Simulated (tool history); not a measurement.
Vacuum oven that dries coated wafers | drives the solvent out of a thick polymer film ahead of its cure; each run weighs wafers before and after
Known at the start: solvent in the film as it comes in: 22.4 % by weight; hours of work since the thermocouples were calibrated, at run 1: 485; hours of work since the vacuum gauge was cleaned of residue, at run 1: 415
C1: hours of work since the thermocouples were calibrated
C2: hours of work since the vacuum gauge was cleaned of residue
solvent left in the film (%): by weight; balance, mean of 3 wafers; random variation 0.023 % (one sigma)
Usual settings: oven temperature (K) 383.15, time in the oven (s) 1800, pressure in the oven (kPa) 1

run 1 hour=0 | oven_temperature_(K)=383.15 time_in_the_oven_(s)=1800 pressure_in_the_oven_(kPa)=1 | C1=485 C2=415 | solvent_left_in_the_film_(%)=4.9
run 2 hour=40.8 | oven_temperature_(K)=383.15 time_in_the_oven_(s)=1800 pressure_in_the_oven_(kPa)=1 | C1=507 C2=437 | solvent_left_in_the_film_(%)=4.87
run 3 hour=91.5 | oven_temperature_(K)=383.15 time_in_the_oven_(s)=1800 pressure_in_the_oven_(kPa)=1 | C1=534 C2=465 | solvent_left_in_the_film_(%)=4.9
-- hour=96.2 vacuum gauge cleaned of residue and calibrated
run 4 hour=134.3 | oven_temperature_(K)=383.15 time_in_the_oven_(s)=1800 pressure_in_the_oven_(kPa)=3.71 | C1=557 C2=20 | solvent_left_in_the_film_(%)=5.94
run 5 hour=192.8 | oven_temperature_(K)=383.15 time_in_the_oven_(s)=1800 pressure_in_the_oven_(kPa)=3.71 | C1=588 C2=52 | solvent_left_in_the_film_(%)=5.98
run 6 hour=260.4 | oven_temperature_(K)=383.15 time_in_the_oven_(s)=1800 pressure_in_the_oven_(kPa)=3.71 | C1=624 C2=88 | solvent_left_in_the_film_(%)=5.96
-- hour=298.2 vacuum gauge cleaned of residue and calibrated, once more
-- hour=319 oven's thermocouples calibrated
run 7 hour=321 | oven_temperature_(K)=389.15 time_in_the_oven_(s)=2040 pressure_in_the_oven_(kPa)=1.17 | C1=1 C2=11 | solvent_left_in_the_film_(%)=3.1
run 8 hour=365.3 | oven_temperature_(K)=389.15 time_in_the_oven_(s)=2700 pressure_in_the_oven_(kPa)=1.17 | C1=25 C2=35 | solvent_left_in_the_film_(%)=1.89
run 9 hour=438.5 | oven_temperature_(K)=381.15 time_in_the_oven_(s)=1320 pressure_in_the_oven_(kPa)=3.51 | C1=64 C2=74 | solvent_left_in_the_film_(%)=8.43
run 10 hour=492.6 | oven_temperature_(K)=385.15 time_in_the_oven_(s)=1800 pressure_in_the_oven_(kPa)=0.92 | C1=93 C2=103 | solvent_left_in_the_film_(%)=4.51

Hidden state or all else? Some run-to-run changes of solvent left in the film (%), split into what the settings, what came in and random variation would give without the hidden state, and what is left for the hidden state (with any gauge scatter that isn't in both results):
The hidden state here: true wafer temperature over the reading, C; true pressure over the reading, kPa; drift of the gauge itself on solvent_pct, %.
Run 6 -> 7: oven temperature (K) 383.15 -> 389.15, time in the oven (s) 1800 -> 2040, pressure in the oven (kPa) 3.71 -> 1.17, vacuum gauge cleaned of residue and calibrated, once more, oven's thermocouples calibrated. solvent left in the film (%) -2.86: hidden state +0.16, all else -3.02.
Run 8 -> 9: oven temperature (K) 389.15 -> 381.15, time in the oven (s) 2700 -> 1320, pressure in the oven (kPa) 1.17 -> 3.51. solvent left in the film (%) +6.54: hidden state +0.03, all else +6.51.

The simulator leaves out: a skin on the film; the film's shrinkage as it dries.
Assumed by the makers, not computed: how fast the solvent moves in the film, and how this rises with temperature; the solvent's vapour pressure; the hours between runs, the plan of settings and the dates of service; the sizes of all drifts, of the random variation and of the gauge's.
